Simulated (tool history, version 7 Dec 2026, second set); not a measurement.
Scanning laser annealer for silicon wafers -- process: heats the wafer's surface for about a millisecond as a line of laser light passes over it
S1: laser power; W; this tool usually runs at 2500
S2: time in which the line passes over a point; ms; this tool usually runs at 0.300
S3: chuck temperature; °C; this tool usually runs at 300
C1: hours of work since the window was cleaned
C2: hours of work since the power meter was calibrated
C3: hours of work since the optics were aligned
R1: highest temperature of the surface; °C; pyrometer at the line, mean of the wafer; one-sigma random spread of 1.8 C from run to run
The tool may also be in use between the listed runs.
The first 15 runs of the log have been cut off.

run     day    S1     S2   S3   C1   C2   C3    R1
 16   5.754  2500  0.300  300  618  368  428  1014
 17   6.125  2500  0.300  300  624  374  434  1015
      6.379  -- optics aligned, line set to its width
 18   6.575  2500  0.230  274  627  378    3   895
 19   7.071  2500  0.239  279  635  386   11   911
 20   7.600  2500  0.239  279  644  395   20   913
 21   8.075  2339  0.256  318  652  402   27   919
      8.821  -- optics aligned, line set to its width, once more
 22   8.821  2339  0.254  318  660  411    0   930
 23   9.125  2339  0.254  318  665  416    5   929
 24   9.608  2339  0.254  318  673  423   13   928
 25  10.129  2732  0.337  266  681  432   21  1113
 26  10.675  2732  0.337  266  690  440   30  1116
 27  11.150  2732  0.337  266  698  448   37  1115
 28  11.512  2464  0.244  266  703  454   43   904
 29  11.950  2575  0.240  273  710  461   50   942
 30  12.238  2500  0.301  300  715  466   55  1018
 31  12.462  2173  0.248  331  719  469   59   881

Expected results for the next run?
 32  12.812  2173  0.237  306  724  475  64   ?

Run 32 yielded R1 847 °C.
Take away the tool's hidden state, keep the run-to-run variation as it was, and the same run would have given R1 869 °C.
